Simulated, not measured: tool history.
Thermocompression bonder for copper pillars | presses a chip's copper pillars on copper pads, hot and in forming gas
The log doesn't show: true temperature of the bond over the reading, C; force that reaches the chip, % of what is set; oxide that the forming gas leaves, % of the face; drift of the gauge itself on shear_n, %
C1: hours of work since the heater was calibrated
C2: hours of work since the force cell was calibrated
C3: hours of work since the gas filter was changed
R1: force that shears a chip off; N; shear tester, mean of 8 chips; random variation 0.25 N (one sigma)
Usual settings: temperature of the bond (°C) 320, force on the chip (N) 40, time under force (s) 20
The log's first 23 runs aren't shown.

run 24 hour=969.2 | temperature_of_the_bond_(°C)=345 force_on_the_chip_(N)=29 time_under_force_(s)=15 | C1=935 C2=861 C3=179 | R1=25.8
run 25 hour=1019.1 | temperature_of_the_bond_(°C)=345 force_on_the_chip_(N)=29 time_under_force_(s)=15 | C1=956 C2=883 C3=201 | R1=26
run 26 hour=1063.6 | temperature_of_the_bond_(°C)=345 force_on_the_chip_(N)=29 time_under_force_(s)=15 | C1=976 C2=902 C3=220 | R1=26.1
run 27 hour=1093.5 | temperature_of_the_bond_(°C)=317 force_on_the_chip_(N)=28 time_under_force_(s)=40 | C1=989 C2=915 C3=233 | R1=28.2
run 28 hour=1129.9 | temperature_of_the_bond_(°C)=317 force_on_the_chip_(N)=25 time_under_force_(s)=25 | C1=1004 C2=931 C3=249 | R1=20.3
run 29 hour=1163.4 | temperature_of_the_bond_(°C)=330 force_on_the_chip_(N)=40 time_under_force_(s)=48 | C1=1019 C2=945 C3=263 | R1=47.7
run 30 hour=1192.5 | temperature_of_the_bond_(°C)=312 force_on_the_chip_(N)=27 time_under_force_(s)=20 | C1=1031 C2=958 C3=276 | R1=19
run 31 hour=1241.7 | temperature_of_the_bond_(°C)=331 force_on_the_chip_(N)=43 time_under_force_(s)=16 | C1=1053 C2=979 C3=297 | R1=35.2
run 32 hour=1282.6 | temperature_of_the_bond_(°C)=305 force_on_the_chip_(N)=41 time_under_force_(s)=58 | C1=1070 C2=997 C3=315 | R1=41.9
run 33 hour=1336.8 | temperature_of_the_bond_(°C)=305 force_on_the_chip_(N)=55 time_under_force_(s)=58 | C1=1094 C2=1020 C3=338 | R1=53.6
run 34 hour=1398.9 | temperature_of_the_bond_(°C)=305 force_on_the_chip_(N)=55 time_under_force_(s)=58 | C1=1121 C2=1047 C3=365 | R1=53.2
-- hour=1412 forming gas filter changed
run 35 hour=1427.5 | temperature_of_the_bond_(°C)=328 force_on_the_chip_(N)=55 time_under_force_(s)=37 | C1=1133 C2=1059 C3=7 | R1=56.1
run 36 hour=1454.9 | temperature_of_the_bond_(°C)=328 force_on_the_chip_(N)=55 time_under_force_(s)=37 | C1=1145 C2=1071 C3=19 | R1=56
run 37 hour=1502.5 | temperature_of_the_bond_(°C)=328 force_on_the_chip_(N)=55 time_under_force_(s)=37 | C1=1165 C2=1092 C3=39 | R1=55.7
run 38 hour=1552.3 | temperature_of_the_bond_(°C)=320 force_on_the_chip_(N)=53 time_under_force_(s)=24 | C1=1187 C2=1113 C3=61 | R1=44.8
run 39 hour=1587 | temperature_of_the_bond_(°C)=323 force_on_the_chip_(N)=54 time_under_force_(s)=20 | C1=1202 C2=1128 C3=76 | R1=43.4
run 40 hour=1631.6 | temperature_of_the_bond_(°C)=323 force_on_the_chip_(N)=54 time_under_force_(s)=20 | C1=1221 C2=1147 C3=95 | R1=43.6
run 41 hour=1675.2 | temperature_of_the_bond_(°C)=323 force_on_the_chip_(N)=26 time_under_force_(s)=20 | C1=1240 C2=1166 C3=114 | R1=20.9

3 ways to go on from here, each from the tool as it stands after run 41. What would each give?
run A hour=1728.5 | temperature_of_the_bond_(°C)=323 force_on_the_chip_(N)=26 time_under_force_(s)=44 | C1=1263 C2=1189 C3=137 | R1=?
run B hour=1728.5 | temperature_of_the_bond_(°C)=349 force_on_the_chip_(N)=32 time_under_force_(s)=41 | C1=1263 C2=1189 C3=137 | R1=?
run C hour=1728.5 | temperature_of_the_bond_(°C)=302 force_on_the_chip_(N)=40 time_under_force_(s)=20 | C1=1263 C2=1189 C3=137 | R1=?

run=A R1=29.2
run=B R1=43.4
run=C R1=26.2
Without the tool's hidden state the same runs would have given:
run=A R1=29.1
run=B R1=43.4
run=C R1=26.1
